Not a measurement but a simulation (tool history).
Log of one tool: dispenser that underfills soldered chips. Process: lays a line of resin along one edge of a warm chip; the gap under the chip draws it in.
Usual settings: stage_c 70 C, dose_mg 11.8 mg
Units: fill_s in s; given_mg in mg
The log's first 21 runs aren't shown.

run,hour,stage_c,dose_mg,hours of work since the syringe was changed,hours of work since the valve was cleaned,hours of work since the stage was calibrated,fill_s,given_mg
# hour 212.1: dispensing valve cleaned and set on the balance
22,212.8,63,12.1,10,1,21,100.6,12.18
# hour 215.7: new syringe of resin
23,221.1,55,13.1,4,6,27,77.2,13.14
24,231.3,60,12.4,11,13,34,123.0,12.42
# hour 232.5: new syringe of resin
25,243.3,64,14.4,8,22,42,79.8,14.36
# hour 249.5: new syringe of resin
26,251.9,76,14.0,2,28,48,32.9,13.94
27,261.9,76,14.0,9,35,55,60.2,13.91
# hour 266.6: new syringe of resin
28,273.5,70,11.1,5,43,63,52.8,10.98
# hour 283.8: dispensing valve cleaned and set on the balance
# hour 284.9: new syringe of resin
29,285.7,70,11.1,1,1,71,36.0,11.08
30,293.2,82,14.8,6,6,76,38.4,14.77
31,300.9,78,11.8,11,12,82,69.9,11.78
# hour 301.8: new syringe of resin
32,313.3,59,11.1,8,20,90,98.4,11.02
# hour 318.9: new syringe of resin
33,326.7,71,13.9,6,30,100,53.1,13.74
# hour 336.1: new syringe of resin
34,339.3,55,10.8,2,38,108,70.2,10.64
35,350.9,55,10.8,11,47,116,143.9,10.63

Forecast each of these 3 alternatives for the next run:
# hour 353.2: new syringe of resin
# hour 356.5: dispensing valve cleaned and set on the balance
A,363.5,73,15.0,7,5,124,?,?
# hour 353.2: new syringe of resin
# hour 356.5: dispensing valve cleaned and set on the balance
B,363.5,70,11.2,7,5,124,?,?
# hour 353.2: new syringe of resin
# hour 356.5: dispensing valve cleaned and set on the balance
C,363.5,59,12.9,7,5,124,?,?

run,fill_s,given_mg
A,55.2,14.94
B,63.1,11.17
C,89.7,12.83
Without the tool's hidden state the same runs would have given:
run,fill_s,given_mg
A,30.6,14.98
B,35.2,11.21
C,49.8,12.88
